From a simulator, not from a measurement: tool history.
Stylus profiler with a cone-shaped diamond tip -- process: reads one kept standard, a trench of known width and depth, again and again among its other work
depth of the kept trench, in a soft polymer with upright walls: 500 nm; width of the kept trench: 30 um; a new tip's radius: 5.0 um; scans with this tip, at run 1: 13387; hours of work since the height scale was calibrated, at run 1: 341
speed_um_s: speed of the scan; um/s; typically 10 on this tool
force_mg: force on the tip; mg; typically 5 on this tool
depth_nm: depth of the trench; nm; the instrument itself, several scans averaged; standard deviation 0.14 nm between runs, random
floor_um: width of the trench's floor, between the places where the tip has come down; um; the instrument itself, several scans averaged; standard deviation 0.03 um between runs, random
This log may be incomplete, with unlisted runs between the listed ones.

run	hour	speed_um_s	force_mg	scans with this tip	hours of work since the height scale was calibrated	depth_nm	floor_um
1	0	10	5	13387	341	511.51	22.32
2	43.3	10	5	13571	370	511.58	22.27
# hour 83.6: new tip fitted, height scale calibrated
3	123	10	5	167	27	511.47	25.57
4	162.3	10	5	333	54	511.87	25.48
5	224.8	10	6.13	598	97	513.32	25.42
6	274.4	10	6.13	808	130	513.36	25.36
7	324.9	10	5	1022	165	511.27	25.36
8	402.5	10	5	1351	218	511.65	25.19
9	471.6	10	5	1644	265	511.59	25.14
10	518.2	10	5	1841	297	511.64	25
11	587.8	10	5	2136	345	511.92	24.93
12	640	3	5	2357	380	512.05	24.85
# hour 645.8: height scale calibrated on a step standard
13	709.6	10	5	2649	44	512.16	24.78
14	778.2	10	5	2940	91	511.97	24.67
15	823.8	19	5	3133	122	511.89	24.61
# hour 875.7: height scale calibrated on a step standard, once more
16	901	9	5	3458	17	511.2	24.53
17	968.5	9	5	3744	63	511.38	24.41
18	1035.9	10	5	4029	110	511.43	24.34
19	1103.4	8	4.01	4315	156	509.84	24.33
20	1151.1	2	14.44	4517	188	522.86	24.29
21	1212.5	3	1.77	4777	230	505.73	24.17
22	1271.6	3	1.77	5028	271	505.77	24.17
23	1322.8	3	5.92	5244	306	512.88	24.12
24	1378.8	3	9.52	5481	344	517.28	24

Predict the results of run 25:
25	1425.7	25	13.54	5680	376	?	?

{"run 25": {"depth_nm": 522.24, "floor_um": 23.95}}
Were there no unlogged condition in the tool, this run, its random variation unchanged, would have produced depth_nm 522.1 nm, floor_um 25.61 um.
